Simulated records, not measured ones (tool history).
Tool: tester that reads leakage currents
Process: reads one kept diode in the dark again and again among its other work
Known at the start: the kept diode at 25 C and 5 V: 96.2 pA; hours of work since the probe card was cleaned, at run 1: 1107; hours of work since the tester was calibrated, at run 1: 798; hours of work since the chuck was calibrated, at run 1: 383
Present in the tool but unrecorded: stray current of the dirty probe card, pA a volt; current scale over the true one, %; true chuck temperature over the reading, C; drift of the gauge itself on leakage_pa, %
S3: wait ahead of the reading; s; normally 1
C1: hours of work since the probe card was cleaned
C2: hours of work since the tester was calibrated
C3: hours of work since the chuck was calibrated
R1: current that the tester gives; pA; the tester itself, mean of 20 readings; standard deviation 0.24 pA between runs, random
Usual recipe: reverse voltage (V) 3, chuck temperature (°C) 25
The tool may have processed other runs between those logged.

Run 1, hour 0: usual settings; C1 1107; C2 798; C3 383. Result: R1 85.63 pA.
Run 2, hour 31.8: usual settings; C1 1123; C2 814; C3 399. Result: R1 85.66 pA.
Run 3, hour 58.9: usual settings; C1 1137; C2 827; C3 412. Result: R1 85.6 pA.
Run 4, hour 96.9: usual settings; C1 1156; C2 847; C3 432. Result: R1 86.09 pA.
Run 5, hour 123.4: usual settings; C1 1170; C2 860; C3 445. Result: R1 86.12 pA.
Run 6, hour 155: usual settings but reverse voltage (V) 14.8; C1 1186; C2 876; C3 461. Result: R1 175.48 pA.
Run 7, hour 176.2: usual settings but reverse voltage (V) 1.09; C1 1197; C2 887; C3 472. Result: R1 56.54 pA.
At hour 180.8: chuck's temperature calibrated.
Run 8, hour 205.6: usual settings but S3 0.42 s; C1 1211; C2 901; C3 13. Result: R1 90.61 pA.
Run 9, hour 239.9: usual settings but S3 0.42 s; C1 1228; C2 919; C3 30. Result: R1 91.47 pA.
Run 10, hour 272: usual settings but chuck temperature (°C) 29, S3 1.44 s; C1 1244; C2 935; C3 46. Result: R1 124.28 pA.
Run 11, hour 314.3: usual settings but reverse voltage (V) 7.44, chuck temperature (°C) 38, S3 1.99 s; C1 1266; C2 956; C3 68. Result: R1 377.95 pA.
At hour 343: chuck's temperature calibrated, once more.
Run 12, hour 349.4: usual settings but reverse voltage (V) 1.18, chuck temperature (°C) 20, S3 3.95 s; C1 1283; C2 973; C3 3. Result: R1 35.7 pA.
Run 13, hour 387.4: usual settings but reverse voltage (V) 1.63, chuck temperature (°C) 20, S3 1.39 s; C1 1302; C2 993; C3 23. Result: R1 41.26 pA.
Run 14, hour 415.6: usual settings but chuck temperature (°C) 51, S3 7.64 s; C1 1316; C2 1007; C3 37. Result: R1 657.27 pA.
Run 15, hour 435: usual settings but chuck temperature (°C) 51, S3 7.64 s; C1 1326; C2 1017; C3 47. Result: R1 660.34 pA.

Forecast each of these 4 alternatives for the next run:
Run A, hour 472.5: usual settings but reverse voltage (V) 1.54, chuck temperature (°C) 51, S3 7.64 s; C1 1345; C2 1036; C3 66. Result: R1 ?.
Run B, hour 472.5: usual settings but chuck temperature (°C) 22; C1 1345; C2 1036; C3 66. Result: R1 ?.
Run C, hour 472.5: usual settings but reverse voltage (V) 14.75, chuck temperature (°C) 51, S3 3.12 s; C1 1345; C2 1036; C3 66. Result: R1 ?.
Run D, hour 472.5: usual settings but reverse voltage (V) 1.03, chuck temperature (°C) 51, S3 1.36 s; C1 1345; C2 1036; C3 66. Result: R1 ?.

run       R1
  A   505.72
  B    64.54
  C  1267.39
  D   430.34
The same runs, with their run-to-run variation unchanged, on a tool lacking any hidden condition would have given:
run       R1
  A   502.14
  B    60.99
  C  1246.83
  D   427.59

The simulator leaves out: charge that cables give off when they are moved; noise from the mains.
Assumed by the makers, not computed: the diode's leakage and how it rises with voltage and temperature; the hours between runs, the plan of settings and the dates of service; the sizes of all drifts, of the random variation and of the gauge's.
